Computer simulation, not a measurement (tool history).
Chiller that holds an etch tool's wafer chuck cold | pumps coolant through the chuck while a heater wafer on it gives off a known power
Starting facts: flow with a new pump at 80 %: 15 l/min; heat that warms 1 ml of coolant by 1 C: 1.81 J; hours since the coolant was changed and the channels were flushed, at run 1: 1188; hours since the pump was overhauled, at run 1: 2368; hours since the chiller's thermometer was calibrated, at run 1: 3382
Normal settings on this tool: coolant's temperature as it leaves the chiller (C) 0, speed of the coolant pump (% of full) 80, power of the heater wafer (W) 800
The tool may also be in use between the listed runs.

| run | hour | coolant's temperature as it leaves the chiller (C) | speed of the coolant pump (% of full) | power of the heater wafer (W) | hours since the coolant was changed and the channels were flushed | hours since the pump was overhauled | hours since the chiller's thermometer was calibrated | chuck's temperature once it has settled (C) | how much warmer the coolant comes back (C) |
|---|---|---|---|---|---|---|---|---|---|
| 1 | 0.0 | 0 | 80 | 800 | 1188 | 2368 | 3382 | 4.9 | 1.89 |
| 2 | 52.2 | 0 | 80 | 751 | 1240 | 2420 | 3434 | 4.4 | 1.77 |
| 3 | 107.1 | 4 | 80 | 800 | 1295 | 2475 | 3489 | 8.9 | 1.90 |
| 4 | 182.1 | 0 | 80 | 800 | 1370 | 2550 | 3564 | 4.8 | 1.89 |
| 5 | 212.9 | 0 | 80 | 800 | 1401 | 2581 | 3594 | 4.9 | 1.91 |
| 6 | 266.9 | 0 | 80 | 559 | 1455 | 2635 | 3648 | 3.1 | 1.36 |
| 7 | 342.7 | 0 | 80 | 559 | 1530 | 2710 | 3724 | 3.2 | 1.38 |
| 8 | 405.2 | 0 | 80 | 800 | 1593 | 2773 | 3787 | 4.9 | 1.93 |
| 9 | 456.7 | 0 | 80 | 800 | 1644 | 2824 | 3838 | 5.0 | 1.93 |
| 10 | 519.0 | 0 | 80 | 800 | 1707 | 2887 | 3901 | 4.7 | 1.94 |
| 11 | 566.2 | 0 | 80 | 800 | 1754 | 2934 | 3948 | 4.8 | 1.90 |
| 12 | 599.8 | 0 | 80 | 800 | 1788 | 2967 | 3981 | 4.8 | 1.90 |
| 13 | 654.2 | -6 | 80 | 800 | 1842 | 3022 | 4036 | -1.2 | 1.97 |
| 14 | 715.5 | 0 | 100 | 800 | 1903 | 3083 | 4097 | 3.8 | 1.56 |
| 15 | 766.6 | 0 | 100 | 800 | 1954 | 3134 | 4148 | 4.0 | 1.55 |
| 16 | 834.5 | 0 | 80 | 800 | 2022 | 3202 | 4216 | 5.0 | 1.97 |
| 17 | 894.0 | 0 | 80 | 800 | 2082 | 3262 | 4276 | 5.3 | 1.92 |
| 18 | 937.0 | 0 | 80 | 884 | 2125 | 3305 | 4318 | 5.3 | 2.11 |
| 19 | 978.0 | 0 | 64 | 675 | 2166 | 3346 | 4360 | 4.9 | 1.99 |
| 20 | 1040.0 | 0 | 64 | 675 | 2228 | 3408 | 4422 | 4.9 | 2.06 |
| 21 | 1089.7 | 0 | 64 | 871 | 2277 | 3457 | 4471 | 6.9 | 2.61 |
| 22 | 1159.8 | 0 | 64 | 871 | 2348 | 3528 | 4541 | 6.7 | 2.62 |
| 23 | 1232.3 | 0 | 64 | 871 | 2420 | 3600 | 4614 | 6.8 | 2.66 |
| 24 | 1300.7 | 0 | 64 | 871 | 2489 | 3668 | 4682 | 6.8 | 2.66 |
| 25 | 1340.8 | 1 | 81 | 779 | 2529 | 3709 | 4722 | 5.8 | 1.90 |
| 26 | 1412.8 | 0 | 76 | 1093 | 2601 | 3781 | 4794 | 7.5 | 2.80 |
| 27 | 1475.1 | -3 | 64 | 1111 | 2663 | 3843 | 4857 | 5.9 | 3.38 |
| 28 | 1507.6 | -3 | 64 | 1111 | 2695 | 3875 | 4889 | 6.0 | 3.40 |
| 29 | 1566.3 | -9 | 81 | 542 | 2754 | 3934 | 4948 | -6.0 | 1.31 |
| 30 | 1630.2 | -3 | 81 | 899 | 2818 | 3998 | 5012 | 2.7 | 2.24 |
| 31 | 1693.2 | -3 | 81 | 899 | 2881 | 4061 | 5075 | 2.7 | 2.25 |

Forecast each of these 5 alternatives for the next run:
| A | 1730.6 | -6 | 81 | 566 | 2918 | 4098 | 5112 | ? | ? |
| B | 1730.6 | -6 | 72 | 922 | 2918 | 4098 | 5112 | ? | ? |
| C | 1730.6 | 6 | 81 | 899 | 2918 | 4098 | 5112 | ? | ? |
| D | 1730.6 | -3 | 83 | 592 | 2918 | 4098 | 5112 | ? | ? |
| E | 1730.6 | 0 | 80 | 873 | 2918 | 4098 | 5112 | ? | ? |

| run | chuck's temperature once it has settled (C) | how much warmer the coolant comes back (C) |
|---|---|---|
| A | -2.7 | 1.38 |
| B | 0.7 | 2.50 |
| C | 11.8 | 2.17 |
| D | 0.3 | 1.44 |
| E | 5.7 | 2.15 |
Without the tool's unlogged condition, the same runs would have read:
| run | chuck's temperature once it has settled (C) | how much warmer the coolant comes back (C) |
|---|---|---|
| A | -2.6 | 1.23 |
| B | 0.1 | 2.22 |
| C | 11.4 | 1.92 |
| D | 0.4 | 1.28 |
| E | 5.3 | 1.91 |
